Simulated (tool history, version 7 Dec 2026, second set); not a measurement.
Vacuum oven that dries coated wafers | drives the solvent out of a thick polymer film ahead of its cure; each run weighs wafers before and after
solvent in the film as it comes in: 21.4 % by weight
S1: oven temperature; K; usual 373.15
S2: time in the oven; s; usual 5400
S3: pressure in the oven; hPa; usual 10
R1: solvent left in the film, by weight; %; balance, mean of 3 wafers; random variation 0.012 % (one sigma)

{"run": 1, "hour": 0.0, "S1": 373.15, "S2": 5400, "S3": 10, "R1": 1.04}
{"run": 2, "hour": 46.3, "S1": 373.15, "S2": 5400, "S3": 10, "R1": 1.05}
{"run": 3, "hour": 91.0, "S1": 373.15, "S2": 5400, "S3": 10, "R1": 1.04}
{"run": 4, "hour": 127.9, "S1": 373.15, "S2": 5400, "S3": 10, "R1": 1.07}
{"run": 5, "hour": 167.0, "S1": 373.15, "S2": 5400, "S3": 10, "R1": 1.02}
{"run": 6, "hour": 197.1, "S1": 372.15, "S2": 5400, "S3": 10, "R1": 1.16}
{"run": 7, "hour": 234.2, "S1": 373.15, "S2": 5400, "S3": 10, "R1": 1.04}
{"run": 8, "hour": 285.3, "S1": 373.15, "S2": 5400, "S3": 10, "R1": 1.04}
{"run": 9, "hour": 315.1, "S1": 373.15, "S2": 5400, "S3": 10, "R1": 1.04}
{"run": 10, "hour": 369.3, "S1": 373.15, "S2": 5400, "S3": 10, "R1": 1.02}
{"run": 11, "hour": 423.7, "S1": 373.15, "S2": 5400, "S3": 30.9, "R1": 1.94}
{"run": 12, "hour": 454.7, "S1": 373.15, "S2": 5400, "S3": 10, "R1": 1.04}
{"run": 13, "hour": 489.1, "S1": 373.15, "S2": 5400, "S3": 10, "R1": 1.03}
{"run": 14, "hour": 528.6, "S1": 373.15, "S2": 8820, "S3": 10, "R1": 0.53}
{"run": 15, "hour": 554.1, "S1": 373.15, "S2": 8820, "S3": 10, "R1": 0.51}
{"run": 16, "hour": 590.4, "S1": 373.15, "S2": 8820, "S3": 10, "R1": 0.53}
{"run": 17, "hour": 615.2, "S1": 373.15, "S2": 5400, "S3": 7.7, "R1": 0.94}
{"run": 18, "hour": 652.0, "S1": 373.15, "S2": 5400, "S3": 7.7, "R1": 0.93}
{"run": 19, "hour": 680.8, "S1": 368.15, "S2": 5400, "S3": 10, "R1": 1.74}
{"run": 20, "hour": 711.4, "S1": 368.15, "S2": 5400, "S3": 10, "R1": 1.73}
{"run": 21, "hour": 744.9, "S1": 368.15, "S2": 5400, "S3": 10, "R1": 1.72}
{"run": 22, "hour": 795.9, "S1": 358.15, "S2": 8220, "S3": 18.7, "R1": 2.86}
{"run": 23, "hour": 830.1, "S1": 359.15, "S2": 4440, "S3": 20.8, "R1": 5.53}
{"run": 24, "hour": 860.7, "S1": 359.15, "S2": 4440, "S3": 20.8, "R1": 5.54}
{"run": 25, "hour": 894.9, "S1": 363.15, "S2": 3240, "S3": 10, "R1": 5.46}
{"run": 26, "hour": 936.5, "S1": 363.15, "S2": 3240, "S3": 10, "R1": 5.47}
{"run": 27, "hour": 976.2, "S1": 363.15, "S2": 3240, "S3": 10, "R1": 5.46}
{"run": 28, "hour": 1028.4, "S1": 361.15, "S2": 2820, "S3": 26.4, "R1": 7.78}
{"run": 29, "hour": 1056.1, "S1": 361.15, "S2": 2820, "S3": 26.4, "R1": 7.79}
{"run": 30, "hour": 1107.2, "S1": 361.15, "S2": 2820, "S3": 26.4, "R1": 7.8}
{"run": 31, "hour": 1143.5, "S1": 371.15, "S2": 2880, "S3": 6.5, "R1": 3.64}
{"run": 32, "hour": 1176.7, "S1": 371.15, "S2": 4260, "S3": 9.2, "R1": 1.96}
{"run": 33, "hour": 1215.8, "S1": 373.15, "S2": 5400, "S3": 11.6, "R1": 1.12}
{"run": 34, "hour": 1255.7, "S1": 381.15, "S2": 5400, "S3": 6.1, "R1": 0.36}
{"run": 35, "hour": 1287.9, "S1": 373.15, "S2": 5400, "S3": 12, "R1": 1.13}
{"run": 36, "hour": 1328.7, "S1": 365.15, "S2": 8160, "S3": 10, "R1": 1.15}
{"run": 37, "hour": 1372.9, "S1": 387.15, "S2": 5880, "S3": 6.9, "R1": 0.21}
{"run": 38, "hour": 1403.9, "S1": 365.15, "S2": 2760, "S3": 6.9, "R1": 5.68}
{"run": 39, "hour": 1444.3, "S1": 374.15, "S2": 4500, "S3": 6.9, "R1": 1.19}
{"run": 40, "hour": 1485.2, "S1": 374.15, "S2": 4500, "S3": 6.9, "R1": 1.19}
{"run": 41, "hour": 1534.0, "S1": 364.15, "S2": 5100, "S3": 26.1, "R1": 3.68}

Forecast each of these 3 alternatives for the next run:
{"hour": 1562.2, "done": "oven's thermocouples calibrated"}
{"run": "A", "hour": 1581.5, "S1": 364.15, "S2": 5100, "S3": 19.1, "R1": "?"}
{"hour": 1562.2, "done": "oven's thermocouples calibrated"}
{"run": "B", "hour": 1581.5, "S1": 362.15, "S2": 5400, "S3": 16.4, "R1": "?"}
{"hour": 1562.2, "done": "oven's thermocouples calibrated"}
{"run": "C", "hour": 1581.5, "S1": 364.15, "S2": 6420, "S3": 26.1, "R1": "?"}

run=A R1=3.26
run=B R1=3.4
run=C R1=2.86
Without the tool's hidden state the same runs would have given:
run=A R1=3.26
run=B R1=3.4
run=C R1=2.86
